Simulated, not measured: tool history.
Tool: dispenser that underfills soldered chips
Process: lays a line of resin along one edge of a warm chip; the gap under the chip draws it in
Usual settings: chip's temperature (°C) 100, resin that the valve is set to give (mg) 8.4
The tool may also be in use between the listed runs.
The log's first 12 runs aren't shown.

run,hour,chip's temperature (°C),resin that the valve is set to give (mg),hours of work since the syringe was changed,hours of work since the valve was cleaned,hours of work since the stage was calibrated,time until the resin shows at the far edge (s),resin that the valve gave (mg)
# hour 41: new syringe of resin
13,42.6,100,8.12,1,29,109,262,7.93
14,45.8,100,8.12,3,32,111,281.7,7.89
15,48.9,100,8.65,5,34,113,299.1,8.44
16,53.3,94,8.4,8,37,116,396.1,8.19
# hour 55.3: new syringe of resin
17,57.1,100,8.13,1,39,118,268.2,7.84
18,60.3,100,8.13,3,41,121,295.2,7.87
19,65.5,100,8.13,7,45,124,329.2,7.82
# hour 69.5: new syringe of resin
20,70.1,100,8.13,0,48,127,252.5,7.81
21,75.3,107,8.13,4,51,131,233.2,7.75
22,79.5,104,8.4,7,54,133,277.1,8
# hour 83.5: new syringe of resin
23,83.6,94,8.02,0,57,136,309.7,7.66
24,88.5,95,7.85,3,60,139,351.5,7.43
25,92.4,91,8.54,6,63,142,410.4,8.1
# hour 98: dispensing valve cleaned and set on the balance
# hour 98.8: new syringe of resin
26,98.9,94,7.32,0,0,145,317,7.36
27,102.7,104,8.03,3,3,148,246.5,8.06
28,107.3,104,8.03,6,6,151,275.6,7.95
29,111.7,104,10.25,9,9,154,292.2,10.22
# hour 113.3: new syringe of resin
30,115.8,104,10.25,2,12,157,230.9,10.16
31,119.2,90,9.57,4,14,159,386.5,9.5
32,123.8,90,9.57,7,17,162,432.2,9.47
33,126.4,86,9.22,9,19,164,529.3,9.07
# hour 127.4: new syringe of resin
34,131.7,100,8.41,3,22,167,287,8.28
35,134,100,8.41,4,24,169,300.3,8.25

3 ways to go on from here, each from the tool as it stands after run 35. What would each give?
A,139.5,112,9.3,8,27,172,?,?
B,139.5,114,8.22,8,27,172,?,?
C,139.5,96,10.76,8,27,172,?,?

run,time until the resin shows at the far edge (s),resin that the valve gave (mg)
A,230.4,9.08
B,225.5,8.03
C,371.4,10.48
Without the tool's hidden state the same runs would have given:
run,time until the resin shows at the far edge (s),resin that the valve gave (mg)
A,170,9.28
B,166.1,8.21
C,274.3,10.72

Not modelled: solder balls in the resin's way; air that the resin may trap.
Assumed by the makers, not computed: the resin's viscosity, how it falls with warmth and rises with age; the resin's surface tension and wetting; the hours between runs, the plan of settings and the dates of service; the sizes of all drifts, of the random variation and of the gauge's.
